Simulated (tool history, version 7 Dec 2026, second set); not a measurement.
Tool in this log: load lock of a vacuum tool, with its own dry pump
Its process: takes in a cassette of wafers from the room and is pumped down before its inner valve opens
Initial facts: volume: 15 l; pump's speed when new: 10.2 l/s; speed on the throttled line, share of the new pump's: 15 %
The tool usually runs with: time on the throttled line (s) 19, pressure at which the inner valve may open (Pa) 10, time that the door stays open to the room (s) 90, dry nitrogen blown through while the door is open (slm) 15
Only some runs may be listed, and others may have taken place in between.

run    hour  time on the throttled line (s)  pressure at which the inner valve may open (Pa)  time that the door stays open to the room (s)  dry nitrogen blown through while the door is open (slm)  incoming humidity of the room's air, %  time from the closed door until the inner valve may open (s)  rise of the pressure with all valves shut (Pa/min)
  1     0.0                              19                                               10                                             90                                                       15                                    43.6                                                          29.9                                               0.097
  2   292.9                              19                                               10                                             90                                                       15                                    43.7                                                          30.1                                               0.101
  3   639.9                              19                                               10                                             90                                                       15                                    45.8                                                          29.8                                               0.106
  4   877.4                              19                                               10                                             90                                                       15                                    41.4                                                          29.6                                               0.104
  5  1242.5                              19                                               10                                             90                                                       15                                    43.4                                                          30.1                                               0.100
  6  1464.2                              19                                               10                                             90                                                       15                                    46.3                                                          29.8                                               0.104
  7  1859.3                              19                                               10                                             90                                                       15                                    44.2                                                          30.0                                               0.100
  8  2071.9                              19                                               10                                             90                                                       15                                    41.0                                                          30.2                                               0.088
  9  2307.1                              19                                               10                                             90                                                       15                                    43.2                                                          30.1                                               0.097
 10  2724.6                              19                                               10                                             90                                                       15                                    42.4                                                          29.8                                               0.099
 11  3022.4                              19                                               10                                             90                                                       15                                    43.0                                                          30.0                                               0.101
 12  3288.4                              19                                               10                                             90                                                       15                                    46.3                                                          29.6                                               0.102
 13  3707.0                              19                                               10                                             90                                                       15                                    43.0                                                          30.6                                               0.097
 14  4030.7                              13                                               10                                            166                                                       27                                    45.0                                                          25.0                                               0.116
 15  4364.1                              17                                               10                                             48                                                       15                                    43.8                                                          28.3                                               0.070
 16  4570.1                              19                                               19                                             90                                                       15                                    45.5                                                          28.7                                               0.104
 17  4776.4                              16                                               12                                             39                                                       39                                    44.4                                                          27.4                                               0.045
 18  5189.0                              16                                               12                                             39                                                       39                                    45.4                                                          27.2                                               0.044
 19  5563.1                              19                                               10                                             93                                                       15                                    42.6                                                          29.4                                               0.100
 20  5820.6                              25                                               10                                             93                                                       15                                    45.1                                                          35.3                                               0.104
 21  6226.5                              16                                               10                                             80                                                       27                                    43.8                                                          27.4                                               0.077
 22  6677.3                              10                                               13                                            175                                                       18                                    48.0                                                          21.8                                               0.154
 23  6914.6                              22                                               17                                             53                                                       19                                    44.5                                                          32.0                                               0.065
 24  7322.9                              22                                               17                                             53                                                       19                                    45.9                                                          31.2                                               0.072
 25  7558.5                              22                                               17                                             33                                                       19                                    46.1                                                          31.7                                               0.050
 26  7968.5                              22                                               17                                             33                                                       19                                    44.9                                                          31.2                                               0.049

Withheld: 1 entry from between the runs. Position of each, and hidden state at the listed run before versus the listed run after:
After run 6, before run 7: door's seal changed, seat wiped (hour 1601.3)
  leak at the door's seal, Pa l/s: 0.0028 -> 0.002

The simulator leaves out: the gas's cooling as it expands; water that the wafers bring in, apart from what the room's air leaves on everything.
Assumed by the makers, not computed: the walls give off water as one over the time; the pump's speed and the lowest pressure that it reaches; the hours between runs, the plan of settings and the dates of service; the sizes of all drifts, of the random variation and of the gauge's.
